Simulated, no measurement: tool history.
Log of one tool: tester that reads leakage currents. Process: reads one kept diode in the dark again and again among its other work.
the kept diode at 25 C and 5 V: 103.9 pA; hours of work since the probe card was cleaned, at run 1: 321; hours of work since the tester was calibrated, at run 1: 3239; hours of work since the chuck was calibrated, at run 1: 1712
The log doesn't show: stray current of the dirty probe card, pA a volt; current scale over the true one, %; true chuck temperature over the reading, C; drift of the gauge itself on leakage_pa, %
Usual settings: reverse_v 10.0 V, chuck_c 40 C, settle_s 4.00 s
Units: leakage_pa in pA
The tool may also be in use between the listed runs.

run    hour  reverse_v  chuck_c  settle_s  hours of work since the probe card was cleaned  hours of work since the tester was calibrated  hours of work since the chuck was calibrated  leakage_pa
  1     0.0       10.0       40      4.00                                             321                                           3239                                          1712      420.65
  2   126.3        2.0       40      4.00                                             400                                           3318                                          1792      241.02
      200.8  -- tester calibrated
  3   277.4       10.0       24      4.00                                             493                                             48                                          1885      104.67
  4   531.3       10.0       40      4.00                                             652                                            207                                          2044      402.00
  5   675.7       10.0       40      4.00                                             743                                            298                                          2135      401.57
  6   876.7       10.0       40      4.00                                             869                                            424                                          2261      397.33
  7  1003.2       10.0       40      4.00                                             948                                            503                                          2340      393.55
     1211.4  -- chuck's temperature calibrated
  8  1230.1       10.0       48      4.00                                            1089                                            644                                            12      892.49
  9  1465.9       10.0       40      0.98                                            1237                                            792                                           160      472.79
 10  1660.7       10.0       40      0.98                                            1359                                            914                                           282      469.37
 11  1793.4       10.0       40      0.98                                            1442                                            997                                           365      467.51
 12  2079.5       10.0       40      0.98                                            1622                                           1176                                           544      463.93
 13  2269.2       10.0       40      0.98                                            1740                                           1295                                           663      459.16
 14  2537.8       10.0       40      0.98                                            1909                                           1464                                           831      451.23
 15  2780.4        6.5       34      4.45                                            2061                                           1616                                           983      236.64
 16  2971.0        5.5       39      1.93                                            2180                                           1735                                          1103      330.70
 17  3090.0        3.7       50      0.96                                            2255                                           1810                                          1178      681.65
 18  3245.6        3.7       50      0.96                                            2352                                           1907                                          1275      674.34
 19  3481.3       10.0       22      1.52                                            2500                                           2055                                          1423      102.17
 20  3767.5       10.0       22      1.52                                            2680                                           2234                                          1602      102.07
 21  3916.5        1.2       31      4.00                                            2773                                           2328                                          1696       95.76
 22  4165.9       10.0       47      0.70                                            2929                                           2484                                          1852      731.58
     4323.7  -- probe card cleaned and baked
 23  4328.3       10.0       47      0.70                                               3                                           2584                                          1952      714.36
 24  4553.0        9.0       21      3.89                                             144                                           2725                                          2093       75.45
 25  4733.4       14.7       21      3.89                                             257                                           2838                                          2206       89.45

3 ways to go on from here, each from the tool as it stands after run 25. What would each give?
  A  4857.8       14.7       20      3.89                                             335                                           2916                                          2284           ?
  B  4857.8        2.2       22      6.90                                             335                                           2916                                          2284           ?
  C  4857.8       10.0       21      0.48                                             335                                           2916                                          2284           ?

run  leakage_pa
  A       81.55
  B       49.67
  C       80.76
Without the tool's hidden state the same runs would have given:
run  leakage_pa
  A       96.26
  B       59.93
  C       95.47

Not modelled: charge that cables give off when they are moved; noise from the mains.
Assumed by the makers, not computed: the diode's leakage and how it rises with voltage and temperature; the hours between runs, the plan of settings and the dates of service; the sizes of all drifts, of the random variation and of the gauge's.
